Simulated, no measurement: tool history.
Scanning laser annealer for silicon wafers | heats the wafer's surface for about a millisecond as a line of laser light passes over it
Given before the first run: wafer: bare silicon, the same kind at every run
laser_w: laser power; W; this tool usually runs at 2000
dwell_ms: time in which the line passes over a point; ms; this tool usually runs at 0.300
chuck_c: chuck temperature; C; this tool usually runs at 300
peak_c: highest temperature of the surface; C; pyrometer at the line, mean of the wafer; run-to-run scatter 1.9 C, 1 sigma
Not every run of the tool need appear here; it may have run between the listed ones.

Run 1, hour 0.0: usual settings. Result: peak_c 1088 C.
Run 2, hour 28.4: usual settings. Result: peak_c 1086 C.
Run 3, hour 54.3: usual settings. Result: peak_c 1087 C.
Run 4, hour 84.2: usual settings but chuck_c 288 C. Result: peak_c 1074 C.
Run 5, hour 100.9: usual settings but chuck_c 288 C. Result: peak_c 1074 C.
Run 6, hour 127.6: usual settings but chuck_c 288 C. Result: peak_c 1067 C.
Run 7, hour 142.8: usual settings but chuck_c 288 C. Result: peak_c 1072 C.
Run 8, hour 159.0: usual settings but laser_w 1884 W. Result: peak_c 1037 C.
Run 9, hour 172.5: usual settings but laser_w 2131 W. Result: peak_c 1137 C.
Run 10, hour 200.5: usual settings but laser_w 2131 W. Result: peak_c 1135 C.
Run 11, hour 227.3: usual settings but laser_w 2131 W. Result: peak_c 1138 C.
Run 12, hour 256.0: usual settings but laser_w 2131 W. Result: peak_c 1132 C.
Run 13, hour 269.3: usual settings but laser_w 2131 W. Result: peak_c 1138 C.
Run 14, hour 288.6: usual settings but laser_w 2131 W, chuck_c 270 C. Result: peak_c 1108 C.
Run 15, hour 304.5: usual settings but laser_w 2131 W, chuck_c 270 C. Result: peak_c 1106 C.
Run 16, hour 334.3: usual settings but chuck_c 331 C. Result: peak_c 1118 C.
At hour 359.8: window over the wafer cleaned.
Run 17, hour 361.8: usual settings but chuck_c 331 C. Result: peak_c 1118 C.
Run 18, hour 386.3: usual settings but chuck_c 270 C. Result: peak_c 1056 C.
Run 19, hour 400.1: usual settings but chuck_c 270 C. Result: peak_c 1058 C.
Run 20, hour 432.6: usual settings but chuck_c 279 C. Result: peak_c 1066 C.
Run 21, hour 448.0: usual settings. Result: peak_c 1085 C.
Run 22, hour 476.9: usual settings but laser_w 1864 W, dwell_ms 0.242 ms. Result: peak_c 946 C.
Run 23, hour 504.5: usual settings but laser_w 1875 W, dwell_ms 0.255 ms, chuck_c 283 C. Result: peak_c 958 C.
Run 24, hour 519.9: usual settings but laser_w 1875 W, dwell_ms 0.255 ms, chuck_c 283 C. Result: peak_c 954 C.
Run 25, hour 541.6: usual settings but dwell_ms 0.276 ms. Result: peak_c 1052 C.
Run 26, hour 555.4: usual settings but laser_w 2043 W, dwell_ms 0.217 ms. Result: peak_c 964 C.
Run 27, hour 571.8: usual settings but laser_w 1854 W, dwell_ms 0.284 ms, chuck_c 339 C. Result: peak_c 1042 C.
Run 28, hour 602.8: usual settings but laser_w 1759 W, dwell_ms 0.310 ms, chuck_c 284 C. Result: peak_c 987 C.
At hour 625.4: optics aligned, line set to its width.
Run 29, hour 639.0: usual settings but laser_w 1823 W, dwell_ms 0.331 ms, chuck_c 284 C. Result: peak_c 1041 C.
Run 30, hour 663.7: usual settings but laser_w 1823 W, dwell_ms 0.230 ms, chuck_c 284 C. Result: peak_c 899 C.
Run 31, hour 685.4: usual settings but laser_w 1823 W, dwell_ms 0.230 ms, chuck_c 284 C. Result: peak_c 902 C.
Run 32, hour 707.2: usual settings but laser_w 2138 W, dwell_ms 0.319 ms, chuck_c 268 C. Result: peak_c 1137 C.
Run 33, hour 723.1: usual settings but chuck_c 313 C. Result: peak_c 1099 C.
Run 34, hour 755.6: usual settings but laser_w 1740 W, chuck_c 291 C. Result: peak_c 975 C.
Run 35, hour 786.2: usual settings but laser_w 2148 W, dwell_ms 0.308 ms, chuck_c 338 C. Result: peak_c 1196 C.
Run 36, hour 800.2: usual settings but laser_w 1926 W, chuck_c 337 C. Result: peak_c 1095 C.
Run 37, hour 820.9: usual settings but laser_w 2143 W, dwell_ms 0.216 ms, chuck_c 307 C. Result: peak_c 1005 C.
Run 38, hour 843.8: usual settings but laser_w 2143 W, dwell_ms 0.216 ms, chuck_c 307 C. Result: peak_c 1007 C.
Run 39, hour 869.9: usual settings but laser_w 2074 W. Result: peak_c 1115 C.
Run 40, hour 899.6: usual settings but laser_w 1889 W, dwell_ms 0.339 ms, chuck_c 280 C. Result: peak_c 1078 C.
Run 41, hour 916.0: usual settings but laser_w 1889 W, dwell_ms 0.339 ms, chuck_c 280 C. Result: peak_c 1079 C.
Run 42, hour 938.2: usual settings but laser_w 2149 W, dwell_ms 0.335 ms, chuck_c 302 C. Result: peak_c 1203 C.

What if the next run were any one of these 3? Each begins from the tool's condition after run 42:
Run A, hour 968.0: usual settings but laser_w 2149 W, dwell_ms 0.341 ms, chuck_c 296 C. Result: peak_c ?.
Run B, hour 968.0: usual settings but laser_w 2149 W, dwell_ms 0.269 ms, chuck_c 302 C. Result: peak_c ?.
Run C, hour 968.0: usual settings but laser_w 1790 W, dwell_ms 0.301 ms, chuck_c 286 C. Result: peak_c ?.

run  peak_c
  A    1205
  B    1095
  C     992
Without the tool's unlogged condition, the same runs would have read:
run  peak_c
  A    1206
  B    1096
  C     993

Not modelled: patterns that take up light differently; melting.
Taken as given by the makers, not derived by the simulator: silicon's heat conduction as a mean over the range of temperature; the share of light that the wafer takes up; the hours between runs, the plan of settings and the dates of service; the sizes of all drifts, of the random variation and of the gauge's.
